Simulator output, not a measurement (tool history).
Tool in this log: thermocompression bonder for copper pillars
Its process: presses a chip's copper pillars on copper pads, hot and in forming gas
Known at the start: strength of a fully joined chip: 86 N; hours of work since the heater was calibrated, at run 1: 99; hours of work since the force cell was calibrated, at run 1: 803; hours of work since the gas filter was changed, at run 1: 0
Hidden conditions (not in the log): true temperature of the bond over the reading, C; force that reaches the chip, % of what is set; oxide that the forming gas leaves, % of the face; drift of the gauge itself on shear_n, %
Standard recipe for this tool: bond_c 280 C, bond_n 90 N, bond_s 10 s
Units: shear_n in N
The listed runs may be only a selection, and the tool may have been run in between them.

run	hour	bond_c	bond_n	bond_s	hours of work since the heater was calibrated	hours of work since the force cell was calibrated	hours of work since the gas filter was changed	shear_n
1	0.0	280	90	10	99	803	0	33.1
2	57.8	280	90	10	129	833	30	31.7
3	107.9	280	90	10	154	858	55	32.0
4	151.9	280	90	10	177	881	78	30.3
5	179.7	280	90	6	191	895	92	25.2
6	227.1	280	90	6	216	919	116	24.2
7	264.4	280	90	10	235	938	135	29.1
8	307.9	280	90	16	257	961	158	34.3
# hour 334.0: forming gas filter changed
9	369.9	252	90	10	288	992	18	23.4
10	431.8	280	90	10	320	1024	50	29.9
11	481.1	280	90	10	345	1049	75	30.3
12	523.9	280	90	10	367	1071	97	28.9
13	570.6	280	90	10	391	1095	121	27.4
14	628.9	280	90	10	421	1125	151	28.7
# hour 664.2: forming gas filter changed
15	686.9	282	91	7	451	1154	12	27.0
# hour 694.8: force cell calibrated
16	726.4	282	91	7	470	16	31	28.6
17	763.7	293	127	9	489	35	50	42.6
18	792.5	297	99	17	504	50	65	46.4
19	837.8	297	99	17	527	73	88	44.0
20	903.2	280	82	23	561	107	122	37.1
21	935.9	280	82	23	577	123	138	37.4
22	988.4	280	82	23	604	150	165	35.7
# hour 998.3: forming gas filter changed
23	1043.8	280	82	23	632	179	23	40.6
24	1101.9	303	82	11	662	208	53	35.9
25	1161.1	299	93	29	692	239	83	51.3
26	1193.4	285	65	29	709	255	100	36.2
27	1226.0	285	65	29	726	272	117	35.7
28	1257.3	285	86	21	742	288	133	37.8

Subtracting, for every run, the result it would have given without the tool's unlogged condition from the measured result gives the following. The same run-to-run variation enters both numbers; the gauge's scatter may not:
run	shear_n
1	-1.9
2	-2.8
3	-3.5
4	-4.1
5	-3.7
6	-4.3
7	-5.6
8	-7.3
9	-2.9
10	-4.3
11	-5.0
12	-5.6
13	-6.2
14	-7.2
15	-3.9
16	-2.9
17	-4.5
18	-5.3
19	-6.0
20	-6.7
21	-7.3
22	-8.2
23	-4.6
24	-5.0
25	-7.3
26	-6.8
27	-7.4
28	-8.2
